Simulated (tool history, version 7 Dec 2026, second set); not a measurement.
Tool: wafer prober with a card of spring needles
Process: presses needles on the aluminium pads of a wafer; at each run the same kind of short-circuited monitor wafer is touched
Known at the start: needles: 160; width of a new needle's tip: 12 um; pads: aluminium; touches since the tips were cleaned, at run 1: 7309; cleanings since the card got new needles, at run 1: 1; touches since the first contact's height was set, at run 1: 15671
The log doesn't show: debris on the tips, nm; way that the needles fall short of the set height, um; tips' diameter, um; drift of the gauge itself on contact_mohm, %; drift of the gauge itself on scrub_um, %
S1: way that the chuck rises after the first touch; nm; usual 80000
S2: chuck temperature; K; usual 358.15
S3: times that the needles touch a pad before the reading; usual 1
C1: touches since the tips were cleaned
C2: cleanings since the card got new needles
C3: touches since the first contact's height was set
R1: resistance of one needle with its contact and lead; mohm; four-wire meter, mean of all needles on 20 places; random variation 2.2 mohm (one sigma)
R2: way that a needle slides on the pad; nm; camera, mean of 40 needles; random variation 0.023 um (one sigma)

{"run": 1, "hour": 0.0, "S1": 80000, "S2": 358.15, "S3": 1, "C1": 7309, "C2": 1, "C3": 15671, "R1": 281, "R2": 17860}
{"hour": 4.5, "done": "tips cleaned on abrasive film"}
{"run": 2, "hour": 10.4, "S1": 80000, "S2": 358.15, "S3": 1, "C1": 1386, "C2": 2, "C3": 18094, "R1": 257, "R2": 17890}
{"run": 3, "hour": 22.1, "S1": 80000, "S2": 358.15, "S3": 2, "C1": 4155, "C2": 2, "C3": 20863, "R1": 260, "R2": 17870}
{"run": 4, "hour": 32.5, "S1": 63000, "S2": 358.15, "S3": 2, "C1": 6609, "C2": 2, "C3": 23317, "R1": 279, "R2": 14060}
{"hour": 40.0, "done": "tips cleaned on abrasive film"}
{"run": 5, "hour": 48.9, "S1": 63000, "S2": 358.15, "S3": 2, "C1": 2102, "C2": 3, "C3": 27172, "R1": 264, "R2": 14030}
{"run": 6, "hour": 65.9, "S1": 80000, "S2": 358.15, "S3": 1, "C1": 6109, "C2": 3, "C3": 31179, "R1": 280, "R2": 17810}
{"hour": 75.8, "done": "tips cleaned on abrasive film"}
{"run": 7, "hour": 77.1, "S1": 69000, "S2": 358.15, "S3": 1, "C1": 315, "C2": 4, "C3": 33803, "R1": 254, "R2": 15380}
{"run": 8, "hour": 85.9, "S1": 69000, "S2": 358.15, "S3": 1, "C1": 2405, "C2": 4, "C3": 35893, "R1": 273, "R2": 15390}
{"run": 9, "hour": 96.0, "S1": 69000, "S2": 358.15, "S3": 1, "C1": 4788, "C2": 4, "C3": 38276, "R1": 291, "R2": 15370}
{"run": 10, "hour": 104.7, "S1": 69000, "S2": 358.15, "S3": 1, "C1": 6842, "C2": 4, "C3": 40330, "R1": 299, "R2": 15370}
{"hour": 110.6, "done": "tips cleaned on abrasive film"}
{"run": 11, "hour": 122.5, "S1": 69000, "S2": 358.15, "S3": 1, "C1": 2803, "C2": 5, "C3": 44502, "R1": 277, "R2": 15370}
{"run": 12, "hour": 141.5, "S1": 69000, "S2": 358.15, "S3": 1, "C1": 7288, "C2": 5, "C3": 48987, "R1": 297, "R2": 15320}
{"hour": 146.6, "done": "tips cleaned on abrasive film"}
{"run": 13, "hour": 158.4, "S1": 69000, "S2": 358.15, "S3": 1, "C1": 2807, "C2": 6, "C3": 52965, "R1": 276, "R2": 15320}
{"run": 14, "hour": 166.6, "S1": 69000, "S2": 358.15, "S3": 1, "C1": 4739, "C2": 6, "C3": 54897, "R1": 291, "R2": 15310}
{"hour": 181.7, "done": "tips cleaned on abrasive film"}
{"run": 15, "hour": 186.5, "S1": 91000, "S2": 358.15, "S3": 2, "C1": 1128, "C2": 7, "C3": 59560, "R1": 252, "R2": 20220}
{"run": 16, "hour": 206.0, "S1": 91000, "S2": 337.15, "S3": 2, "C1": 5734, "C2": 7, "C3": 64166, "R1": 259, "R2": 20210}
{"hour": 217.1, "done": "tips cleaned on abrasive film"}
{"run": 17, "hour": 220.2, "S1": 91000, "S2": 337.15, "S3": 2, "C1": 729, "C2": 8, "C3": 67503, "R1": 243, "R2": 20250}
{"run": 18, "hour": 237.7, "S1": 68000, "S2": 358.15, "S3": 1, "C1": 4862, "C2": 8, "C3": 71636, "R1": 293, "R2": 15040}
{"run": 19, "hour": 248.1, "S1": 95000, "S2": 358.15, "S3": 1, "C1": 7304, "C2": 8, "C3": 74078, "R1": 274, "R2": 21090}
{"hour": 252.9, "done": "tips cleaned on abrasive film"}
{"run": 20, "hour": 267.3, "S1": 95000, "S2": 358.15, "S3": 1, "C1": 3418, "C2": 9, "C3": 78611, "R1": 268, "R2": 21070}
{"run": 21, "hour": 278.0, "S1": 95000, "S2": 358.15, "S3": 1, "C1": 5944, "C2": 9, "C3": 81137, "R1": 279, "R2": 21090}
{"hour": 288.1, "done": "tips cleaned on abrasive film"}
{"run": 22, "hour": 288.2, "S1": 85000, "S2": 307.15, "S3": 1, "C1": 20, "C2": 10, "C3": 83516, "R1": 235, "R2": 18830}
{"run": 23, "hour": 298.0, "S1": 85000, "S2": 307.15, "S3": 1, "C1": 2321, "C2": 10, "C3": 85817, "R1": 247, "R2": 18850}
{"run": 24, "hour": 312.3, "S1": 66000, "S2": 358.15, "S3": 1, "C1": 5710, "C2": 10, "C3": 89206, "R1": 295, "R2": 14590}
{"run": 25, "hour": 321.3, "S1": 80000, "S2": 360.15, "S3": 1, "C1": 7840, "C2": 10, "C3": 91336, "R1": 287, "R2": 17690}
{"hour": 323.2, "done": "tips cleaned on abrasive film"}
{"run": 26, "hour": 329.6, "S1": 80000, "S2": 367.15, "S3": 3, "C1": 1515, "C2": 11, "C3": 93274, "R1": 251, "R2": 17700}
{"run": 27, "hour": 340.6, "S1": 86000, "S2": 341.15, "S3": 2, "C1": 4091, "C2": 11, "C3": 95850, "R1": 253, "R2": 19060}
{"run": 28, "hour": 353.4, "S1": 83000, "S2": 314.15, "S3": 1, "C1": 7132, "C2": 11, "C3": 98891, "R1": 271, "R2": 18330}

Forecast each of these 4 alternatives for the next run:
{"hour": 358.7, "done": "tips cleaned on abrasive film"}
{"run": "A", "hour": 365.0, "S1": 83000, "S2": 371.15, "S3": 1, "C1": 1498, "C2": 12, "C3": 101607, "R1": "?", "R2": "?"}
{"hour": 358.7, "done": "tips cleaned on abrasive film"}
{"run": "B", "hour": 365.0, "S1": 83000, "S2": 388.15, "S3": 1, "C1": 1498, "C2": 12, "C3": 101607, "R1": "?", "R2": "?"}
{"hour": 358.7, "done": "tips cleaned on abrasive film"}
{"run": "C", "hour": 365.0, "S1": 93000, "S2": 309.15, "S3": 2, "C1": 1498, "C2": 12, "C3": 101607, "R1": "?", "R2": "?"}
{"hour": 358.7, "done": "tips cleaned on abrasive film"}
{"run": "D", "hour": 365.0, "S1": 67000, "S2": 342.15, "S3": 1, "C1": 1498, "C2": 12, "C3": 101607, "R1": "?", "R2": "?"}

run=A R1=264 R2=18330
run=B R1=268 R2=18320
run=C R1=240 R2=20550
run=D R1=262 R2=14750
Without the tool's hidden state the same runs would have given:
run=A R1=248 R2=18590
run=B R1=251 R2=18570
run=C R1=231 R2=20810
run=D R1=238 R2=15000
